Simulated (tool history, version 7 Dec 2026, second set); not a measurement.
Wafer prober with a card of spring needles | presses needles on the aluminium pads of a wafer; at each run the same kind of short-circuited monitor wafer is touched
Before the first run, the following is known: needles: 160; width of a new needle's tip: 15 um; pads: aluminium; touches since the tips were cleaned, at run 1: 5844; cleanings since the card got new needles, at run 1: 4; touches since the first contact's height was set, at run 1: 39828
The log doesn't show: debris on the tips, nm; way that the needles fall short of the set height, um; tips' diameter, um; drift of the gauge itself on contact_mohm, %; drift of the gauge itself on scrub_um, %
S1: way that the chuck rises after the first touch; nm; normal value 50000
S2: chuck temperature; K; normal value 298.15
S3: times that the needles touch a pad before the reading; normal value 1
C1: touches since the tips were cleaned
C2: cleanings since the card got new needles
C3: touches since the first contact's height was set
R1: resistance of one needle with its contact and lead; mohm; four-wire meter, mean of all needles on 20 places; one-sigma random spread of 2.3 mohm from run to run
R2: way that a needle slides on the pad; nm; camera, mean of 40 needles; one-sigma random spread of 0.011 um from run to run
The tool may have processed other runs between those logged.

{"run": 1, "hour": 0.0, "S1": 50000, "S2": 298.15, "S3": 1, "C1": 5844, "C2": 4, "C3": 39828, "R1": 262, "R2": 8840}
{"hour": 6.2, "done": "tips cleaned on abrasive film"}
{"hour": 18.6, "done": "tips cleaned on abrasive film"}
{"hour": 30.9, "done": "tips cleaned on abrasive film"}
{"run": 2, "hour": 42.1, "S1": 50000, "S2": 298.15, "S3": 1, "C1": 7147, "C2": 7, "C3": 66538, "R1": 259, "R2": 8850}
{"hour": 45.3, "done": "tips cleaned on abrasive film"}
{"hour": 60.7, "done": "tips cleaned on abrasive film"}
{"hour": 73.0, "done": "tips cleaned on abrasive film"}
{"hour": 85.3, "done": "tips cleaned on abrasive film"}
{"run": 3, "hour": 96.4, "S1": 50000, "S2": 343.15, "S3": 1, "C1": 7087, "C2": 11, "C3": 101012, "R1": 276, "R2": 8860}
{"hour": 99.6, "done": "tips cleaned on abrasive film"}
{"hour": 111.9, "done": "tips cleaned on abrasive film"}
{"hour": 124.3, "done": "tips cleaned on abrasive film"}
{"hour": 136.6, "done": "tips cleaned on abrasive film"}
{"hour": 149.0, "done": "tips cleaned on abrasive film"}
{"hour": 152.3, "done": "height of the first contact set anew"}
{"run": 4, "hour": 153.7, "S1": 50000, "S2": 343.15, "S3": 1, "C1": 2834, "C2": 16, "C3": 878, "R1": 278, "R2": 8860}
{"hour": 163.0, "done": "tips cleaned on abrasive film"}
{"hour": 175.3, "done": "tips cleaned on abrasive film"}
{"hour": 187.7, "done": "tips cleaned on abrasive film"}
{"run": 5, "hour": 188.5, "S1": 50000, "S2": 298.15, "S3": 1, "C1": 494, "C2": 19, "C3": 22892, "R1": 264, "R2": 8850}
{"hour": 200.8, "done": "tips cleaned on abrasive film"}
{"hour": 213.1, "done": "tips cleaned on abrasive film"}
{"hour": 225.5, "done": "tips cleaned on abrasive film"}
{"hour": 237.8, "done": "tips cleaned on abrasive film"}
{"run": 6, "hour": 242.7, "S1": 50000, "S2": 298.15, "S3": 1, "C1": 3109, "C2": 23, "C3": 57301, "R1": 264, "R2": 8880}
{"hour": 252.0, "done": "tips cleaned on abrasive film"}
{"hour": 267.4, "done": "tips cleaned on abrasive film"}
{"hour": 282.8, "done": "tips cleaned on abrasive film"}
{"hour": 295.1, "done": "tips cleaned on abrasive film"}
{"hour": 309.4, "done": "tips cleaned on abrasive film"}
{"run": 7, "hour": 309.4, "S1": 50000, "S2": 298.15, "S3": 1, "C1": 0, "C2": 28, "C3": 99624, "R1": 264, "R2": 8890}
{"hour": 321.8, "done": "tips cleaned on abrasive film"}
{"hour": 334.1, "done": "tips cleaned on abrasive film"}
{"hour": 346.5, "done": "tips cleaned on abrasive film"}
{"hour": 361.9, "done": "tips cleaned on abrasive film"}
{"hour": 365.2, "done": "height of the first contact set anew"}
{"run": 8, "hour": 369.5, "S1": 50000, "S2": 298.15, "S3": 1, "C1": 4663, "C2": 32, "C3": 2707, "R1": 263, "R2": 8870}
{"hour": 375.7, "done": "tips cleaned on abrasive film"}
{"hour": 388.0, "done": "tips cleaned on abrasive film"}
{"hour": 400.4, "done": "tips cleaned on abrasive film"}
{"hour": 412.7, "done": "tips cleaned on abrasive film"}
{"run": 9, "hour": 419.9, "S1": 50000, "S2": 397.15, "S3": 2, "C1": 4563, "C2": 36, "C3": 34655, "R1": 288, "R2": 8910}
{"hour": 426.1, "done": "tips cleaned on abrasive film"}
{"hour": 441.5, "done": "tips cleaned on abrasive film"}
{"hour": 456.9, "done": "tips cleaned on abrasive film"}
{"run": 10, "hour": 458.5, "S1": 50000, "S2": 397.15, "S3": 2, "C1": 1044, "C2": 39, "C3": 59176, "R1": 297, "R2": 8910}
{"hour": 470.9, "done": "tips cleaned on abrasive film"}
{"hour": 483.2, "done": "tips cleaned on abrasive film"}
{"hour": 495.6, "done": "tips cleaned on abrasive film"}
{"hour": 507.9, "done": "tips cleaned on abrasive film"}
{"run": 11, "hour": 508.7, "S1": 30000, "S2": 350.15, "S3": 1, "C1": 488, "C2": 43, "C3": 90962, "R1": 296, "R2": 5350}
{"hour": 521.0, "done": "tips cleaned on abrasive film"}
{"hour": 533.3, "done": "tips cleaned on abrasive film"}
{"hour": 545.7, "done": "tips cleaned on abrasive film"}
{"hour": 558.0, "done": "tips cleaned on abrasive film"}
{"hour": 570.4, "done": "tips cleaned on abrasive film"}
{"run": 12, "hour": 571.1, "S1": 41000, "S2": 317.15, "S3": 1, "C1": 445, "C2": 48, "C3": 130531, "R1": 275, "R2": 7320}
{"hour": 580.6, "done": "height of the first contact set anew"}
{"hour": 583.7, "done": "tips cleaned on abrasive film"}
{"hour": 596.1, "done": "tips cleaned on abrasive film"}
{"hour": 608.4, "done": "tips cleaned on abrasive film"}
{"hour": 620.8, "done": "tips cleaned on abrasive film"}
{"hour": 633.1, "done": "tips cleaned on abrasive film"}
{"run": 13, "hour": 634.6, "S1": 41000, "S2": 317.15, "S3": 1, "C1": 971, "C2": 53, "C3": 34226, "R1": 275, "R2": 7320}

A few steps of R2 between consecutive runs. Split each: what settings, incoming material and random variation would produce without the hidden state, and what is left over for the hidden state, along with gauge scatter present in only one of the two compared results (measured, and without hidden state):
Run 10 -> 11: S1 50000 -> 30000, S2 397.15 -> 350.15, S3 2 -> 1, tips cleaned on abrasive film, tips cleaned on abrasive film, tips cleaned on abrasive film, tips cleaned on abrasive film. R2 -3560 nm: hidden state -10, all else -3550.
Run 11 -> 12: S1 30000 -> 41000, S2 350.15 -> 317.15, tips cleaned on abrasive film, tips cleaned on abrasive film, tips cleaned on abrasive film, tips cleaned on abrasive film, tips cleaned on abrasive film. R2 +1970 nm: hidden state +20, all else +1950.
